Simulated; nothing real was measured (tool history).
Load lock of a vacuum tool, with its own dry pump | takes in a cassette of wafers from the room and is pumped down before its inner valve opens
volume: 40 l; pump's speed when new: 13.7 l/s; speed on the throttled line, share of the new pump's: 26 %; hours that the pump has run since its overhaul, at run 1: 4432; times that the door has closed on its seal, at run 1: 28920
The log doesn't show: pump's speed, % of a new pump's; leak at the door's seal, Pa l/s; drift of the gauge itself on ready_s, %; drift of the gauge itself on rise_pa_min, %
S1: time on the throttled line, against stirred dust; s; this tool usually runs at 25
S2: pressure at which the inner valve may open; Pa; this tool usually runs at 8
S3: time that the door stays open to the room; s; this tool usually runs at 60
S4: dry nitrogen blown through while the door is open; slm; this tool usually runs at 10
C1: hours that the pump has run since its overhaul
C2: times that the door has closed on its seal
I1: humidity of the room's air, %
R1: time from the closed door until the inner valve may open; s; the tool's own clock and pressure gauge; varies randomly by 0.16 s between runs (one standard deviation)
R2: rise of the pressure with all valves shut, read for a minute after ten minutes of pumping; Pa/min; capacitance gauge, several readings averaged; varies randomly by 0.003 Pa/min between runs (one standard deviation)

run    hour  S1  S2   S3  S4    C1     C2    I1    R1     R2
  1     0.0  25   8   60  10  4432  28920  45.1  46.7  0.308
  2   141.1  25   8   60  11  4573  29187  44.7  47.0  0.304
  3   239.9  25   8   60  11  4672  29374  42.2  47.0  0.306
  4   363.6  26   8   60  11  4796  29608  46.7  47.6  0.324
  5   439.9  25   8   60  10  4872  29753  47.6  46.9  0.323
  6   542.3  25   8   66  10  4974  29947  40.4  46.8  0.311
  7   658.9  25   7   60  10  5091  30168  45.0  47.3  0.320
  8   779.6  25   8   60  10  5212  30396  41.9  46.7  0.331
  9   888.3  25   8   60  10  5320  30602  42.3  46.7  0.332
 10   968.6  25   8   60  10  5401  30754  46.9  46.8  0.345
 11  1088.9  25   8   60  26  5521  30982  46.2  47.0  0.319
 12  1181.0  25   8   60  26  5613  31157  46.0  47.1  0.324
 13  1336.9  25   8   60  26  5769  31452  45.3  47.1  0.337
 14  1481.0  25   8   60  10  5913  31725  46.1  47.0  0.348
 15  1599.1  25   8   60  10  6031  31949  46.4  47.2  0.358
 16  1766.7  45   8   60  10  6199  32266  43.3  61.8  0.360
     1869.3  -- door's seal changed, seat wiped
 17  1893.9  45   8   60  10  6324     46  43.7  61.3  0.050
 18  2052.4  45   8   60  10  6483    347  41.7  61.9  0.053
 19  2232.0  45   8   60  10  6662    687  46.4  61.6  0.057
 20  2368.3  45   8   75  16  6799    945  45.8  61.6  0.055
 21  2495.7  25   6   78  36  6926   1186  45.4  48.2  0.043
 22  2642.5  25   8   43  28  7073   1465  48.1  46.6  0.041
 23  2819.2  25   8   60  12  7250   1799  48.3  47.0  0.060
 24  2977.1  25   8  176  28  7408   2098  46.0  47.0  0.056
 25  3136.5  21  13  170  28  7567   2400  47.2  42.3  0.051
 26  3216.8  21   7  170  28  7647   2553  46.8  44.6  0.050
 27  3318.8  29   7   79  10  7749   2746  46.5  50.7  0.064
 28  3425.3  29   7   79  10  7856   2947  41.5  50.5  0.061
 29  3569.0  29   7   79  10  7999   3220  43.9  50.9  0.071
 30  3653.3  29   7   26  10  8084   3379  47.2  50.6  0.052
 31  3745.2  29  14   26  10  8176   3554  44.8  48.3  0.056
 32  3878.2  29  14   26  10  8309   3806  46.8  48.4  0.054
 33  3970.3  24  14   26  21  8401   3980  46.7  44.6  0.044
 34  4092.7  20   7  103  21  8523   4212  44.5  43.9  0.061
 35  4172.6  25   8   54  10  8603   4363  45.0  47.5  0.065
 36  4302.9  25   8   54  10  8733   4610  42.1  47.2  0.066
 37  4463.1  25   8   60  22  8894   4913  42.2  47.3  0.052

What would each run have given without the hidden state, its run-to-run variation left as it was?
run    R1     R2
  1  46.3  0.052
  2  46.6  0.046
  3  46.6  0.046
  4  47.2  0.057
  5  46.4  0.059
  6  46.3  0.046
  7  46.8  0.050
  8  46.2  0.055
  9  46.2  0.050
 10  46.2  0.062
 11  46.4  0.037
 12  46.5  0.034
 13  46.4  0.040
 14  46.4  0.054
 15  46.6  0.060
 16  61.3  0.056
 17  60.8  0.050
 18  61.4  0.053
 19  61.1  0.056
 20  61.0  0.053
 21  47.4  0.040
 22  45.7  0.037
 23  46.2  0.055
 24  46.2  0.051
 25  41.5  0.045
 26  43.7  0.043
 27  49.9  0.056
 28  49.7  0.053
 29  50.0  0.062
 30  49.8  0.042
 31  47.5  0.045
 32  47.6  0.043
 33  43.8  0.031
 34  42.9  0.048
 35  46.5  0.051
 36  46.2  0.051
 37  46.3  0.036
